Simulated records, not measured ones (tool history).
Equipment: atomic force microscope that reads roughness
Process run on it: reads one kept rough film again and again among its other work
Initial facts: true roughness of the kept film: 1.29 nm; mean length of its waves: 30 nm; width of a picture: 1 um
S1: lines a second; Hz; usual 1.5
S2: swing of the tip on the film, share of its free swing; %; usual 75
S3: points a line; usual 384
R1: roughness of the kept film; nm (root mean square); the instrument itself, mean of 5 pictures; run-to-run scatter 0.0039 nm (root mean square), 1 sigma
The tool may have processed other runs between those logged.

Run 1, hour 0: usual settings. Result: R1 1.098 nm (root mean square).
Run 2, hour 18.1: usual settings. Result: R1 1.082 nm (root mean square).
Run 3, hour 32.3: usual settings. Result: R1 1.083 nm (root mean square).
Run 4, hour 52.5: usual settings. Result: R1 1.066 nm (root mean square).
Run 5, hour 76.7: usual settings but S1 3.46 Hz. Result: R1 0.949 nm (root mean square).
Run 6, hour 104.5: usual settings but S1 3.46 Hz. Result: R1 0.982 nm (root mean square).
Run 7, hour 132.7: usual settings but S1 3.46 Hz. Result: R1 0.974 nm (root mean square).
Run 8, hour 154.3: usual settings but S1 2.68 Hz, S3 279. Result: R1 1 nm (root mean square).
Run 9, hour 171.8: usual settings but S1 1.3 Hz, S3 554. Result: R1 1.078 nm (root mean square).
Run 10, hour 183.7: usual settings but S1 3.17 Hz, S3 554. Result: R1 0.967 nm (root mean square).
Run 11, hour 211.7: usual settings but S1 1.93 Hz, S2 65 %, S3 554. Result: R1 1.127 nm (root mean square).
Run 12, hour 239.5: usual settings but S1 1.93 Hz, S2 65 %, S3 554. Result: R1 1.115 nm (root mean square).

Taken out of this log: 2 entries between the listed runs. Where each belongs, and how the hidden state differs across it:
Logged between run 5 and run 6: new tip fitted (hour 86.1)
  radius of the tip, nm: 19.4 -> 11.7; height scale over the true one, %: 0.33 -> 0.34
  what was measured, less what the result would be without the hidden state, R1: -0.045 -> -0.005 nm (root mean square)
Logged between run 10 and run 11: new tip fitted (hour 198.5)
  radius of the tip, nm: 19.1 -> 12.3; height scale over the true one, %: 0.35 -> 0.36
  what was measured, less what the result would be without the hidden state, R1: -0.044 -> -0.01 nm (root mean square)

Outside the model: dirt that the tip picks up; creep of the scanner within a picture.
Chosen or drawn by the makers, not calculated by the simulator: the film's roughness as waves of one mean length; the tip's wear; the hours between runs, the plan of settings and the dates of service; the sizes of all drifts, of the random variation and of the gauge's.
